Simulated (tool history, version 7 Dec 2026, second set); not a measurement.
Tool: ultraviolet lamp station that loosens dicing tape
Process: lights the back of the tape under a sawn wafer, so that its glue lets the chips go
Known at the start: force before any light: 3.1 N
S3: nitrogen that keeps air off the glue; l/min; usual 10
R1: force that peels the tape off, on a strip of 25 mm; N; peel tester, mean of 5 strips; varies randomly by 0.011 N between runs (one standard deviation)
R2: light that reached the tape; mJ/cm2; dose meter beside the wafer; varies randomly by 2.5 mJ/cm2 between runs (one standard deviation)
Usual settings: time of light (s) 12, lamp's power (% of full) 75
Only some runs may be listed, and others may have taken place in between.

{"run": 1, "hour": 0.0, "time of light (s)": 12, "lamp's power (% of full)": 75, "S3": 10, "R1": 0.555, "R2": 263}
{"run": 2, "hour": 60.4, "time of light (s)": 12, "lamp's power (% of full)": 75, "S3": 10, "R1": 0.588, "R2": 255}
{"run": 3, "hour": 102.5, "time of light (s)": 12, "lamp's power (% of full)": 75, "S3": 5, "R1": 0.752, "R2": 250}
{"run": 4, "hour": 142.7, "time of light (s)": 12, "lamp's power (% of full)": 75, "S3": 5, "R1": 0.716, "R2": 247}
{"hour": 175.8, "done": "window cleaned of glue's vapour"}
{"run": 5, "hour": 183.9, "time of light (s)": 12, "lamp's power (% of full)": 75, "S3": 10, "R1": 0.626, "R2": 239}
{"run": 6, "hour": 227.0, "time of light (s)": 12, "lamp's power (% of full)": 92, "S3": 10, "R1": 0.498, "R2": 291}
{"run": 7, "hour": 252.2, "time of light (s)": 12, "lamp's power (% of full)": 84, "S3": 10, "R1": 0.573, "R2": 252}
{"hour": 268.4, "done": "window cleaned of glue's vapour, once more"}
{"run": 8, "hour": 278.9, "time of light (s)": 12, "lamp's power (% of full)": 84, "S3": 10, "R1": 0.499, "R2": 284}
{"run": 9, "hour": 311.1, "time of light (s)": 12, "lamp's power (% of full)": 75, "S3": 19, "R1": 0.529, "R2": 251}
{"run": 10, "hour": 340.5, "time of light (s)": 12, "lamp's power (% of full)": 75, "S3": 19, "R1": 0.526, "R2": 243}
{"run": 11, "hour": 388.6, "time of light (s)": 12, "lamp's power (% of full)": 75, "S3": 19, "R1": 0.533, "R2": 240}
{"run": 12, "hour": 442.5, "time of light (s)": 12, "lamp's power (% of full)": 95, "S3": 19, "R1": 0.393, "R2": 300}
{"run": 13, "hour": 483.2, "time of light (s)": 12, "lamp's power (% of full)": 75, "S3": 3, "R1": 0.959, "R2": 230}
{"run": 14, "hour": 520.8, "time of light (s)": 12, "lamp's power (% of full)": 75, "S3": 3, "R1": 0.992, "R2": 230}
{"run": 15, "hour": 553.8, "time of light (s)": 12, "lamp's power (% of full)": 75, "S3": 3, "R1": 0.974, "R2": 226}
{"run": 16, "hour": 591.0, "time of light (s)": 20, "lamp's power (% of full)": 75, "S3": 3, "R1": 0.536, "R2": 362}
{"run": 17, "hour": 619.6, "time of light (s)": 20, "lamp's power (% of full)": 75, "S3": 3, "R1": 0.54, "R2": 361}
{"run": 18, "hour": 678.5, "time of light (s)": 12, "lamp's power (% of full)": 65, "S3": 10, "R1": 0.902, "R2": 182}
{"run": 19, "hour": 703.9, "time of light (s)": 12, "lamp's power (% of full)": 65, "S3": 10, "R1": 0.854, "R2": 182}
{"run": 20, "hour": 741.5, "time of light (s)": 12, "lamp's power (% of full)": 65, "S3": 10, "R1": 0.932, "R2": 177}
{"run": 21, "hour": 790.9, "time of light (s)": 12, "lamp's power (% of full)": 65, "S3": 10, "R1": 0.943, "R2": 177}
{"hour": 811.7, "done": "window cleaned of glue's vapour"}
{"run": 22, "hour": 835.8, "time of light (s)": 21, "lamp's power (% of full)": 73, "S3": 10, "R1": 0.362, "R2": 361}
{"run": 23, "hour": 877.5, "time of light (s)": 8, "lamp's power (% of full)": 93, "S3": 5, "R1": 1.115, "R2": 171}
{"run": 24, "hour": 902.8, "time of light (s)": 9, "lamp's power (% of full)": 75, "S3": 10, "R1": 1.051, "R2": 153}
{"run": 25, "hour": 936.6, "time of light (s)": 12, "lamp's power (% of full)": 78, "S3": 17, "R1": 0.662, "R2": 209}
{"run": 26, "hour": 996.0, "time of light (s)": 12, "lamp's power (% of full)": 78, "S3": 17, "R1": 0.696, "R2": 203}
{"run": 27, "hour": 1033.0, "time of light (s)": 7, "lamp's power (% of full)": 98, "S3": 10, "R1": 1.118, "R2": 145}
{"run": 28, "hour": 1068.9, "time of light (s)": 7, "lamp's power (% of full)": 62, "S3": 11, "R1": 1.64, "R2": 90}
{"run": 29, "hour": 1126.6, "time of light (s)": 7, "lamp's power (% of full)": 62, "S3": 11, "R1": 1.661, "R2": 84}
{"run": 30, "hour": 1187.4, "time of light (s)": 6, "lamp's power (% of full)": 62, "S3": 18, "R1": 1.798, "R2": 75}
{"run": 31, "hour": 1213.7, "time of light (s)": 17, "lamp's power (% of full)": 90, "S3": 15, "R1": 0.439, "R2": 297}
{"run": 32, "hour": 1274.4, "time of light (s)": 23, "lamp's power (% of full)": 62, "S3": 6, "R1": 0.652, "R2": 268}
{"run": 33, "hour": 1329.3, "time of light (s)": 12, "lamp's power (% of full)": 64, "S3": 7, "R1": 1.245, "R2": 141}
{"hour": 1357.5, "done": "window cleaned of glue's vapour"}
{"run": 34, "hour": 1357.5, "time of light (s)": 8, "lamp's power (% of full)": 85, "S3": 10, "R1": 1.219, "R2": 133}
{"run": 35, "hour": 1383.8, "time of light (s)": 8, "lamp's power (% of full)": 85, "S3": 10, "R1": 1.302, "R2": 128}
{"run": 36, "hour": 1431.6, "time of light (s)": 21, "lamp's power (% of full)": 62, "S3": 12, "R1": 0.593, "R2": 235}
{"run": 37, "hour": 1493.8, "time of light (s)": 21, "lamp's power (% of full)": 62, "S3": 12, "R1": 0.631, "R2": 228}
{"run": 38, "hour": 1552.1, "time of light (s)": 10, "lamp's power (% of full)": 73, "S3": 6, "R1": 1.413, "R2": 124}
{"run": 39, "hour": 1579.7, "time of light (s)": 18, "lamp's power (% of full)": 67, "S3": 3, "R1": 1.055, "R2": 201}
{"run": 40, "hour": 1631.9, "time of light (s)": 18, "lamp's power (% of full)": 67, "S3": 3, "R1": 1.082, "R2": 197}
{"hour": 1654.8, "done": "lamp changed"}
{"run": 41, "hour": 1661.2, "time of light (s)": 18, "lamp's power (% of full)": 67, "S3": 3, "R1": 0.528, "R2": 364}
{"run": 42, "hour": 1686.4, "time of light (s)": 12, "lamp's power (% of full)": 75, "S3": 5, "R1": 0.656, "R2": 272}

Below, each run's measurement less what the same run would have read without the hidden state. Both values contain the same run-to-run variation, but the gauge's scatter may not be the same in both:
What the log doesn't record here: lamp's light, % of a new lamp's; light that the window lets through, % of a clean one's; drift of the gauge itself on peel_n, %; drift of the gauge itself on dose_mj_cm2, %.
run=1 R1=+0.071 R2=-27
run=2 R1=+0.093 R2=-33
run=3 R1=+0.125 R2=-38
run=4 R1=+0.132 R2=-43
run=5 R1=+0.151 R2=-53
run=6 R1=+0.131 R2=-70
run=7 R1=+0.157 R2=-66
run=8 R1=+0.089 R2=-43
run=9 R1=+0.104 R2=-42
run=10 R1=+0.109 R2=-45
run=11 R1=+0.126 R2=-50
run=12 R1=+0.097 R2=-71
run=13 R1=+0.229 R2=-60
run=14 R1=+0.249 R2=-64
run=15 R1=+0.257 R2=-67
run=16 R1=+0.172 R2=-118
run=17 R1=+0.177 R2=-123
run=18 R1=+0.301 R2=-70
run=19 R1=+0.292 R2=-71
run=20 R1=+0.329 R2=-75
run=21 R1=+0.348 R2=-79
run=22 R1=+0.114 R2=-136
run=23 R1=+0.344 R2=-69
run=24 R1=+0.343 R2=-65
run=25 R1=+0.263 R2=-92
run=26 R1=+0.299 R2=-99
run=27 R1=+0.420 R2=-76
run=28 R1=+0.478 R2=-50
run=29 R1=+0.502 R2=-52
run=30 R1=+0.541 R2=-47
run=31 R1=+0.196 R2=-197
run=32 R1=+0.338 R2=-192
run=33 R1=+0.577 R2=-109
run=34 R1=+0.519 R2=-89
run=35 R1=+0.563 R2=-90
run=36 R1=+0.315 R2=-181
run=37 R1=+0.342 R2=-187
run=38 R1=+0.658 R2=-111
run=39 R1=+0.578 R2=-184
run=40 R1=+0.609 R2=-191
run=41 R1=+0.041 R2=-22
run=42 R1=+0.056 R2=-19
